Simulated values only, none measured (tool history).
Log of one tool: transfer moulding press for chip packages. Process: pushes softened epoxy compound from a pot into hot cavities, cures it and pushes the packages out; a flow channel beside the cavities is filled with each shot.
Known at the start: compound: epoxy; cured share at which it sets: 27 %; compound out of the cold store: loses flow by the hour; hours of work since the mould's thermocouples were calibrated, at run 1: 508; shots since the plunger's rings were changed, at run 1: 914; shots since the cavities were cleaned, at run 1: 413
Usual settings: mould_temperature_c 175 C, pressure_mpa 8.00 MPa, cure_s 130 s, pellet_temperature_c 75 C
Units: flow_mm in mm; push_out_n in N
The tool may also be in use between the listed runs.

run,hour,mould_temperature_c,pressure_mpa,cure_s,pellet_temperature_c,hours of work since the mould's thermocouples were calibrated,shots since the plunger's rings were changed,shots since the cavities were cleaned,incoming compound's hours out of the cold store,flow_mm,push_out_n
1,0.0,175,8.00,130,75,508,914,413,34.8,795,437
# hour 62.5: cavities cleaned with cleaning compound and waxed
2,63.6,175,8.00,130,75,553,1572,12,26.2,842,247
3,124.9,175,8.00,130,75,598,2221,661,27.1,840,467
# hour 159.5: cavities cleaned with cleaning compound and waxed
4,159.5,175,8.00,130,76,622,2571,0,21.3,865,230
5,203.0,175,8.00,130,76,653,3032,461,9.9,923,467
6,235.4,175,8.00,130,76,677,3375,804,18.6,858,481
# hour 258.4: cavities cleaned with cleaning compound and waxed
7,265.5,175,8.00,130,76,697,3678,76,43.9,724,298
8,318.9,175,8.00,137,76,736,4244,642,19.6,840,465
# hour 356.8: cavities cleaned with cleaning compound and waxed
9,360.5,175,8.00,137,76,765,4668,40,46.0,693,253
# hour 403.9: mould's thermocouples calibrated
10,416.3,175,7.07,130,75,9,5238,610,11.7,820,468
11,449.1,175,8.00,130,75,33,5585,957,8.0,898,504
# hour 456.5: cavities cleaned with cleaning compound and waxed
# hour 474.8: plunger's sealing rings changed
12,515.9,175,8.00,130,75,78,435,602,17.0,924,467
13,551.3,175,8.00,120,78,104,811,978,22.2,889,525
# hour 556.3: cavities cleaned with cleaning compound and waxed
14,579.9,175,7.48,132,74,124,1098,250,27.9,818,380

Run 15 comes next. What will it give?
15,607.1,175,8.00,130,67,143,1386,538,15.5,?,?

{"run 15": {"flow_mm": 919, "push_out_n": 470}}
Without the tool's hidden state the same run would have given flow_mm 951 mm, push_out_n 248 N.

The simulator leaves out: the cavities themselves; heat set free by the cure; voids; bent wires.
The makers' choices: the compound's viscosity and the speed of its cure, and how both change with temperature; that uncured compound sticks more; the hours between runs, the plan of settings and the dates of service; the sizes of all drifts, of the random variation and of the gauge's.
